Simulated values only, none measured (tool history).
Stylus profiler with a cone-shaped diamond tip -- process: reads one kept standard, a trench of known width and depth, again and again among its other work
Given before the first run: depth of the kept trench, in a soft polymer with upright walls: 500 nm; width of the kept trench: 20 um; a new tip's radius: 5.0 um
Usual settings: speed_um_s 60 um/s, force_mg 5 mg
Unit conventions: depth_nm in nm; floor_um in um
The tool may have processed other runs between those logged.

{"run": 1, "hour": 0.0, "speed_um_s": 60, "force_mg": 5, "depth_nm": 509.24, "floor_um": 14.91}
{"run": 2, "hour": 11.3, "speed_um_s": 60, "force_mg": 5, "depth_nm": 509.33, "floor_um": 14.88}
{"run": 3, "hour": 30.3, "speed_um_s": 17, "force_mg": 5, "depth_nm": 509.22, "floor_um": 15.03}
{"run": 4, "hour": 44.6, "speed_um_s": 26, "force_mg": 5, "depth_nm": 509.34, "floor_um": 14.96}
{"run": 5, "hour": 58.5, "speed_um_s": 26, "force_mg": 5, "depth_nm": 509.42, "floor_um": 14.96}
{"run": 6, "hour": 71.7, "speed_um_s": 60, "force_mg": 5, "depth_nm": 509.01, "floor_um": 14.82}
{"run": 7, "hour": 80.9, "speed_um_s": 60, "force_mg": 5, "depth_nm": 509.25, "floor_um": 14.81}
{"run": 8, "hour": 94.2, "speed_um_s": 60, "force_mg": 5, "depth_nm": 509.3, "floor_um": 14.86}
{"run": 9, "hour": 110.3, "speed_um_s": 60, "force_mg": 9.6, "depth_nm": 513.91, "floor_um": 14.9}
{"run": 10, "hour": 131.3, "speed_um_s": 60, "force_mg": 5, "depth_nm": 509.49, "floor_um": 14.8}
{"run": 11, "hour": 150.5, "speed_um_s": 60, "force_mg": 5, "depth_nm": 509.51, "floor_um": 14.8}
{"run": 12, "hour": 163.4, "speed_um_s": 60, "force_mg": 5, "depth_nm": 509.3, "floor_um": 14.75}
{"run": 13, "hour": 185.3, "speed_um_s": 60, "force_mg": 5, "depth_nm": 509.56, "floor_um": 14.73}
{"run": 14, "hour": 204.5, "speed_um_s": 60, "force_mg": 5, "depth_nm": 509.48, "floor_um": 14.78}
{"run": 15, "hour": 217.0, "speed_um_s": 60, "force_mg": 5, "depth_nm": 509.46, "floor_um": 14.66}
{"run": 16, "hour": 232.5, "speed_um_s": 203, "force_mg": 5, "depth_nm": 509.65, "floor_um": 14.37}
{"run": 17, "hour": 243.2, "speed_um_s": 203, "force_mg": 2.23, "depth_nm": 506, "floor_um": 14.05}
{"run": 18, "hour": 262.8, "speed_um_s": 203, "force_mg": 2.23, "depth_nm": 506, "floor_um": 13.97}
{"run": 19, "hour": 280.9, "speed_um_s": 203, "force_mg": 2.23, "depth_nm": 506.04, "floor_um": 14.03}
{"run": 20, "hour": 298.7, "speed_um_s": 60, "force_mg": 5, "depth_nm": 509.67, "floor_um": 14.72}
{"run": 21, "hour": 313.4, "speed_um_s": 60, "force_mg": 5, "depth_nm": 509.42, "floor_um": 14.67}
{"run": 22, "hour": 333.6, "speed_um_s": 60, "force_mg": 4.47, "depth_nm": 509.15, "floor_um": 14.65}
{"run": 23, "hour": 345.2, "speed_um_s": 60, "force_mg": 4.47, "depth_nm": 508.94, "floor_um": 14.62}
{"run": 24, "hour": 366.6, "speed_um_s": 26, "force_mg": 2.41, "depth_nm": 506.26, "floor_um": 14.7}
{"run": 25, "hour": 384.9, "speed_um_s": 111, "force_mg": 2.41, "depth_nm": 506.38, "floor_um": 14.38}
{"run": 26, "hour": 404.6, "speed_um_s": 53, "force_mg": 2.15, "depth_nm": 506.23, "floor_um": 14.6}
{"run": 27, "hour": 423.5, "speed_um_s": 43, "force_mg": 5, "depth_nm": 509.64, "floor_um": 14.68}
{"run": 28, "hour": 445.3, "speed_um_s": 31, "force_mg": 13.04, "depth_nm": 517.81, "floor_um": 14.68}
{"run": 29, "hour": 457.2, "speed_um_s": 117, "force_mg": 5, "depth_nm": 510.03, "floor_um": 14.45}
{"run": 30, "hour": 469.5, "speed_um_s": 28, "force_mg": 11.43, "depth_nm": 516.08, "floor_um": 14.71}
{"run": 31, "hour": 490.8, "speed_um_s": 70, "force_mg": 4.19, "depth_nm": 509.01, "floor_um": 14.53}
{"run": 32, "hour": 505.2, "speed_um_s": 30, "force_mg": 14.95, "depth_nm": 519.04, "floor_um": 14.68}
{"run": 33, "hour": 522.9, "speed_um_s": 60, "force_mg": 2.34, "depth_nm": 506.39, "floor_um": 14.45}
{"run": 34, "hour": 537.3, "speed_um_s": 60, "force_mg": 4.69, "depth_nm": 509.54, "floor_um": 14.5}
{"run": 35, "hour": 548.8, "speed_um_s": 60, "force_mg": 4.69, "depth_nm": 509.47, "floor_um": 14.57}
{"run": 36, "hour": 569.6, "speed_um_s": 62, "force_mg": 3.24, "depth_nm": 507.81, "floor_um": 14.44}
{"run": 37, "hour": 580.5, "speed_um_s": 27, "force_mg": 9.77, "depth_nm": 514.6, "floor_um": 14.62}
{"run": 38, "hour": 600.0, "speed_um_s": 89, "force_mg": 9.48, "depth_nm": 514.53, "floor_um": 14.48}
{"run": 39, "hour": 610.6, "speed_um_s": 127, "force_mg": 4.43, "depth_nm": 509.43, "floor_um": 14.22}
{"run": 40, "hour": 631.5, "speed_um_s": 113, "force_mg": 4.82, "depth_nm": 510.02, "floor_um": 14.33}
{"run": 41, "hour": 651.4, "speed_um_s": 37, "force_mg": 5.66, "depth_nm": 510.69, "floor_um": 14.55}
{"run": 42, "hour": 672.2, "speed_um_s": 27, "force_mg": 13.73, "depth_nm": 518.71, "floor_um": 14.64}
{"run": 43, "hour": 690.2, "speed_um_s": 113, "force_mg": 6.41, "depth_nm": 511.38, "floor_um": 14.34}
{"run": 44, "hour": 699.7, "speed_um_s": 113, "force_mg": 6.41, "depth_nm": 511.51, "floor_um": 14.33}
{"run": 45, "hour": 711.1, "speed_um_s": 113, "force_mg": 6.41, "depth_nm": 511.56, "floor_um": 14.28}
{"run": 46, "hour": 722.8, "speed_um_s": 113, "force_mg": 6.41, "depth_nm": 511.73, "floor_um": 14.36}

Branching from run 46: 4 alternative next runs. What would each branch give?
{"run": "A", "hour": 733.8, "speed_um_s": 101, "force_mg": 13.6, "depth_nm": "?", "floor_um": "?"}
{"run": "B", "hour": 733.8, "speed_um_s": 18, "force_mg": 12.98, "depth_nm": "?", "floor_um": "?"}
{"run": "C", "hour": 733.8, "speed_um_s": 113, "force_mg": 4.54, "depth_nm": "?", "floor_um": "?"}
{"run": "D", "hour": 733.8, "speed_um_s": 128, "force_mg": 6.97, "depth_nm": "?", "floor_um": "?"}

run=A depth_nm=518.3 floor_um=14.46
run=B depth_nm=517.61 floor_um=14.49
run=C depth_nm=509.67 floor_um=14.21
run=D depth_nm=512.31 floor_um=14.23
The same runs, with their run-to-run variation unchanged, on a tool lacking any hidden condition would have given:
run=A depth_nm=516.73 floor_um=15.51
run=B depth_nm=516.04 floor_um=15.55
run=C depth_nm=508.12 floor_um=15.26
run=D depth_nm=510.75 floor_um=15.29

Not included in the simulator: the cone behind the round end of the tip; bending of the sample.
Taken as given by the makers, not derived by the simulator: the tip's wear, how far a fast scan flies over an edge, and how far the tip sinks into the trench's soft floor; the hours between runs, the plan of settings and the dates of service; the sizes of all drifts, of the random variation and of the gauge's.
